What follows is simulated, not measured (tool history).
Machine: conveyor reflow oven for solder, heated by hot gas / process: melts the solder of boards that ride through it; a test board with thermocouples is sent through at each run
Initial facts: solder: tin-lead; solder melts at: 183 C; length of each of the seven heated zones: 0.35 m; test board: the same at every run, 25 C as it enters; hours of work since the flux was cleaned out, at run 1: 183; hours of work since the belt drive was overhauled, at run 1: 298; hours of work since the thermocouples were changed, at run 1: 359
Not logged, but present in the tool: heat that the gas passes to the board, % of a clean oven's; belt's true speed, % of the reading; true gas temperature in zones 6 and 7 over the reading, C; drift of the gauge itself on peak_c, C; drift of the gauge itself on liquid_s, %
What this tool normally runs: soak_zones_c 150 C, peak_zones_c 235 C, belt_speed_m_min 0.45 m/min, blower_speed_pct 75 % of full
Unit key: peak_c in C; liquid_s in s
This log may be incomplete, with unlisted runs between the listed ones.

run	hour	soak_zones_c	peak_zones_c	belt_speed_m_min	blower_speed_pct	hours of work since the flux was cleaned out	hours of work since the belt drive was overhauled	hours of work since the thermocouples were changed	peak_c	liquid_s
1	0	150	235	0.45	75	183	298	359	219.1	77.9
2	35.6	150	235	0.45	75	209	325	385	218.7	77.6
3	67.9	150	235	0.45	75	233	349	409	218.4	77.4
4	124.7	150	235	0.45	75	275	391	451	218	77
5	173.3	150	235	0.45	75	311	427	487	217.9	77
6	212.1	150	235	0.45	69	340	456	516	215.9	74.7
# hour 222.6: flux residue cleaned out of gas plates and filters
7	277.9	150	235	0.45	69	41	501	561	214.4	73
8	313.6	150	244	0.45	75	68	527	588	223.5	81.6
9	345.9	156	245	0.368	85	92	551	612	232.9	112.3
10	410.4	150	235	0.417	75	139	599	659	217.5	82.9
11	447.3	157	232	0.452	61	167	627	687	210.3	71.3

For run 12, what comes out?
# hour 458: flux residue cleaned out of gas plates and filters, once more
# hour 460: thermocouples of zones 6 and 7 changed
12	494.5	157	232	0.452	61	26	656	26	?	?

Logged for run 12: peak_c 216.8 C, liquid_s 79.5 s.
With the hidden condition absent and the run-to-run variation left alone, this run would have shown peak_c 216.6 C, liquid_s 78 s.

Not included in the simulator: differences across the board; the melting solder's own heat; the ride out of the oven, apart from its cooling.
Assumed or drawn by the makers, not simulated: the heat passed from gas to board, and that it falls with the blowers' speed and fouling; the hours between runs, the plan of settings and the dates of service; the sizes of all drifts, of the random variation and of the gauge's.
